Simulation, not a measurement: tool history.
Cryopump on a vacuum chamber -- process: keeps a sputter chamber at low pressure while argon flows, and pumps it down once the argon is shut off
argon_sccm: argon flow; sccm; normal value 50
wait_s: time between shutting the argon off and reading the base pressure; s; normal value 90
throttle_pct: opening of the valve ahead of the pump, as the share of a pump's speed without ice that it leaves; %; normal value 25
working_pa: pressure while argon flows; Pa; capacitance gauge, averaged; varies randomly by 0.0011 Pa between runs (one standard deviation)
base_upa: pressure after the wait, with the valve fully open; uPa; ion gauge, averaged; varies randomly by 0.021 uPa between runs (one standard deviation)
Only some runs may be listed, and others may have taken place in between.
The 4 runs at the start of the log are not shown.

run 5 hour=110.7 | argon_sccm=33 wait_s=90 throttle_pct=25 | working_pa=0.1699 base_upa=0.79
run 6 hour=130.3 | argon_sccm=33 wait_s=90 throttle_pct=25 | working_pa=0.1705 base_upa=0.79
run 7 hour=153.9 | argon_sccm=33 wait_s=90 throttle_pct=25 | working_pa=0.1697 base_upa=0.77
run 8 hour=183.2 | argon_sccm=50 wait_s=23 throttle_pct=25 | working_pa=0.2589 base_upa=1.59
run 9 hour=217.9 | argon_sccm=50 wait_s=97 throttle_pct=25 | working_pa=0.2572 base_upa=0.76
run 10 hour=246.9 | argon_sccm=50 wait_s=90 throttle_pct=25 | working_pa=0.2566 base_upa=0.86
run 11 hour=277.5 | argon_sccm=50 wait_s=90 throttle_pct=25 | working_pa=0.2588 base_upa=0.81
run 12 hour=305.0 | argon_sccm=50 wait_s=90 throttle_pct=25 | working_pa=0.2616 base_upa=0.84
run 13 hour=338.5 | argon_sccm=50 wait_s=90 throttle_pct=25 | working_pa=0.2585 base_upa=0.82
run 14 hour=375.4 | argon_sccm=50 wait_s=90 throttle_pct=25 | working_pa=0.2605 base_upa=0.87
run 15 hour=397.5 | argon_sccm=45 wait_s=90 throttle_pct=25 | working_pa=0.2341 base_upa=0.83
run 16 hour=434.2 | argon_sccm=45 wait_s=90 throttle_pct=25 | working_pa=0.2346 base_upa=0.90
run 17 hour=465.1 | argon_sccm=45 wait_s=115 throttle_pct=25 | working_pa=0.2343 base_upa=0.79
run 18 hour=502.1 | argon_sccm=54 wait_s=23 throttle_pct=58 | working_pa=0.1249 base_upa=1.72
run 19 hour=533.7 | argon_sccm=54 wait_s=23 throttle_pct=26 | working_pa=0.2735 base_upa=1.74
run 20 hour=551.3 | argon_sccm=68 wait_s=226 throttle_pct=26 | working_pa=0.3408 base_upa=0.73
run 21 hour=581.0 | argon_sccm=50 wait_s=90 throttle_pct=41 | working_pa=0.1619 base_upa=0.92
run 22 hour=609.5 | argon_sccm=32 wait_s=23 throttle_pct=24 | working_pa=0.1741 base_upa=1.76
run 23 hour=635.9 | argon_sccm=39 wait_s=75 throttle_pct=24 | working_pa=0.2124 base_upa=0.94
run 24 hour=667.0 | argon_sccm=39 wait_s=75 throttle_pct=24 | working_pa=0.2105 base_upa=0.98
run 25 hour=692.4 | argon_sccm=26 wait_s=46 throttle_pct=15 | working_pa=0.2244 base_upa=1.20
run 26 hour=728.1 | argon_sccm=31 wait_s=46 throttle_pct=47 | working_pa=0.0894 base_upa=1.22
run 27 hour=761.2 | argon_sccm=30 wait_s=158 throttle_pct=25 | working_pa=0.1582 base_upa=0.86
run 28 hour=785.8 | argon_sccm=41 wait_s=90 throttle_pct=19 | working_pa=0.2805 base_upa=0.98

Predict the results of run 29:
run 29 hour=809.6 | argon_sccm=45 wait_s=112 throttle_pct=51 | working_pa=? base_upa=?

working_pa: 0.1195 Pa
base_upa: 0.91 uPa
If the tool had no hidden condition, the same run with the same run-to-run variation would have returned working_pa 0.1121 Pa, base_upa 0.45 uPa.

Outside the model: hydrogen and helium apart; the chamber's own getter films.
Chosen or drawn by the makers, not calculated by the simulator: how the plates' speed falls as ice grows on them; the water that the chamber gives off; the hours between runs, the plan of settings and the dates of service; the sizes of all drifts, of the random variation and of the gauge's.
